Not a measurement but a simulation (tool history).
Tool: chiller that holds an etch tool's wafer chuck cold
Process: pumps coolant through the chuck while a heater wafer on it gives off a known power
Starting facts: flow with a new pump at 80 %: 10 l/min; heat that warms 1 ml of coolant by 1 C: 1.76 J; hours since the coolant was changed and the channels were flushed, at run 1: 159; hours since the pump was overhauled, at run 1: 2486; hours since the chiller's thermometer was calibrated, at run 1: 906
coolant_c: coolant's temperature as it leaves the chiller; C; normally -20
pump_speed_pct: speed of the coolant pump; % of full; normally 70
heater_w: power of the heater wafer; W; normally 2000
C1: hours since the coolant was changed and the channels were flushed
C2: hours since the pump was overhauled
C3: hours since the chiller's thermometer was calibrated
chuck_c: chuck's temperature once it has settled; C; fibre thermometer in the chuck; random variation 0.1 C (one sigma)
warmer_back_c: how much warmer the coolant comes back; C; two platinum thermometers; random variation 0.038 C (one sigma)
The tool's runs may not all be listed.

run 1 day=0 | coolant_c=-20 pump_speed_pct=70 heater_w=2000 | C1=159 C2=2486 C3=906 | chuck_c=8.3 warmer_back_c=8.68
run 2 day=1.575 | coolant_c=-20 pump_speed_pct=70 heater_w=2000 | C1=196 C2=2523 C3=943 | chuck_c=8.5 warmer_back_c=8.62
run 3 day=3.108 | coolant_c=-20 pump_speed_pct=70 heater_w=2000 | C1=233 C2=2560 C3=980 | chuck_c=8.6 warmer_back_c=8.64
run 4 day=5.712 | coolant_c=-20 pump_speed_pct=60 heater_w=2000 | C1=296 C2=2623 C3=1043 | chuck_c=11.3 warmer_back_c=10.29
run 5 day=6.942 | coolant_c=-20 pump_speed_pct=60 heater_w=2000 | C1=325 C2=2652 C3=1072 | chuck_c=11.5 warmer_back_c=10.25
run 6 day=9.692 | coolant_c=-20 pump_speed_pct=60 heater_w=2000 | C1=391 C2=2718 C3=1138 | chuck_c=11.3 warmer_back_c=10.28
run 7 day=11.208 | coolant_c=-20 pump_speed_pct=64 heater_w=2000 | C1=428 C2=2755 C3=1175 | chuck_c=10.4 warmer_back_c=9.74
run 8 day=13.225 | coolant_c=-20 pump_speed_pct=64 heater_w=2000 | C1=476 C2=2803 C3=1223 | chuck_c=10.6 warmer_back_c=9.66
run 9 day=14.538 | coolant_c=-20 pump_speed_pct=64 heater_w=2000 | C1=507 C2=2834 C3=1255 | chuck_c=10.6 warmer_back_c=9.66
run 10 day=16.483 | coolant_c=-20 pump_speed_pct=70 heater_w=2000 | C1=554 C2=2881 C3=1301 | chuck_c=9 warmer_back_c=8.84
run 11 day=19.342 | coolant_c=-20 pump_speed_pct=70 heater_w=2000 | C1=623 C2=2950 C3=1370 | chuck_c=9.1 warmer_back_c=8.81
run 12 day=20.525 | coolant_c=-20 pump_speed_pct=70 heater_w=2000 | C1=651 C2=2978 C3=1398 | chuck_c=8.9 warmer_back_c=8.84
run 13 day=22.021 | coolant_c=-20 pump_speed_pct=70 heater_w=2000 | C1=687 C2=3014 C3=1434 | chuck_c=9.2 warmer_back_c=8.91
run 14 day=23.85 | coolant_c=-14 pump_speed_pct=70 heater_w=2000 | C1=731 C2=3058 C3=1478 | chuck_c=15.2 warmer_back_c=8.98
run 15 day=25.675 | coolant_c=-20 pump_speed_pct=70 heater_w=2000 | C1=775 C2=3102 C3=1522 | chuck_c=9.3 warmer_back_c=8.9
run 16 day=28.171 | coolant_c=-20 pump_speed_pct=70 heater_w=2000 | C1=835 C2=3162 C3=1582 | chuck_c=9.5 warmer_back_c=8.95
run 17 day=29.962 | coolant_c=-20 pump_speed_pct=70 heater_w=1306 | C1=878 C2=3205 C3=1625 | chuck_c=-0.9 warmer_back_c=5.8
run 18 day=31.196 | coolant_c=-20 pump_speed_pct=70 heater_w=1306 | C1=907 C2=3234 C3=1654 | chuck_c=-0.8 warmer_back_c=5.87
run 19 day=33.05 | coolant_c=-10 pump_speed_pct=90 heater_w=1566 | C1=952 C2=3279 C3=1699 | chuck_c=10 warmer_back_c=5.35
run 20 day=34.404 | coolant_c=-10 pump_speed_pct=74 heater_w=2953 | C1=984 C2=3311 C3=1731 | chuck_c=32.4 warmer_back_c=12.47
run 21 day=36.642 | coolant_c=-20 pump_speed_pct=64 heater_w=1334 | C1=1038 C2=3365 C3=1785 | chuck_c=0.7 warmer_back_c=6.59
run 22 day=38.033 | coolant_c=-20 pump_speed_pct=64 heater_w=1334 | C1=1071 C2=3398 C3=1818 | chuck_c=0.8 warmer_back_c=6.61
run 23 day=40.442 | coolant_c=-20 pump_speed_pct=64 heater_w=1334 | C1=1129 C2=3456 C3=1876 | chuck_c=0.8 warmer_back_c=6.62
run 24 day=42.262 | coolant_c=-23 pump_speed_pct=68 heater_w=1144 | C1=1173 C2=3500 C3=1920 | chuck_c=-5.8 warmer_back_c=5.33
run 25 day=44.896 | coolant_c=-23 pump_speed_pct=68 heater_w=1144 | C1=1236 C2=3563 C3=1983 | chuck_c=-5.8 warmer_back_c=5.38
run 26 day=46.967 | coolant_c=-19 pump_speed_pct=75 heater_w=2399 | C1=1286 C2=3613 C3=2033 | chuck_c=15.5 warmer_back_c=10.15
run 27 day=49.462 | coolant_c=-15 pump_speed_pct=70 heater_w=2000 | C1=1346 C2=3673 C3=2093 | chuck_c=15.1 warmer_back_c=9.2
run 28 day=51.529 | coolant_c=-20 pump_speed_pct=70 heater_w=1364 | C1=1395 C2=3722 C3=2142 | chuck_c=0.4 warmer_back_c=6.19
run 29 day=53.267 | coolant_c=-20 pump_speed_pct=70 heater_w=1364 | C1=1437 C2=3764 C3=2184 | chuck_c=0.5 warmer_back_c=6.31
run 30 day=54.85 | coolant_c=-20 pump_speed_pct=100 heater_w=1264 | C1=1475 C2=3802 C3=2222 | chuck_c=-4.5 warmer_back_c=3.98
run 31 day=56.375 | coolant_c=-20 pump_speed_pct=79 heater_w=2000 | C1=1512 C2=3839 C3=2259 | chuck_c=8.4 warmer_back_c=8.11

Consider 5 possible next runs. They are alternatives, not a sequence: every one starts from the tool as it was left by run 31. What does each give?
run A day=59.075 | coolant_c=-16 pump_speed_pct=79 heater_w=2000 | C1=1576 C2=3903 C3=2323 | chuck_c=? warmer_back_c=?
run B day=59.075 | coolant_c=-18 pump_speed_pct=80 heater_w=1163 | C1=1576 C2=3903 C3=2323 | chuck_c=? warmer_back_c=?
run C day=59.075 | coolant_c=-12 pump_speed_pct=79 heater_w=2189 | C1=1576 C2=3903 C3=2323 | chuck_c=? warmer_back_c=?
run D day=59.075 | coolant_c=-15 pump_speed_pct=79 heater_w=2000 | C1=1576 C2=3903 C3=2323 | chuck_c=? warmer_back_c=?
run E day=59.075 | coolant_c=-16 pump_speed_pct=65 heater_w=2000 | C1=1576 C2=3903 C3=2323 | chuck_c=? warmer_back_c=?

run=A chuck_c=12.3 warmer_back_c=8.04
run=B chuck_c=-1.7 warmer_back_c=4.66
run=C chuck_c=19 warmer_back_c=8.85
run=D chuck_c=13.4 warmer_back_c=8.08
run=E chuck_c=15.7 warmer_back_c=9.93
Stripped of hidden state, with their random variation kept, the same runs would have yielded:
run=A chuck_c=9 warmer_back_c=6.86
run=B chuck_c=-3.5 warmer_back_c=3.97
run=C chuck_c=15.4 warmer_back_c=7.55
run=D chuck_c=10.1 warmer_back_c=6.89
run=E chuck_c=11.9 warmer_back_c=8.47
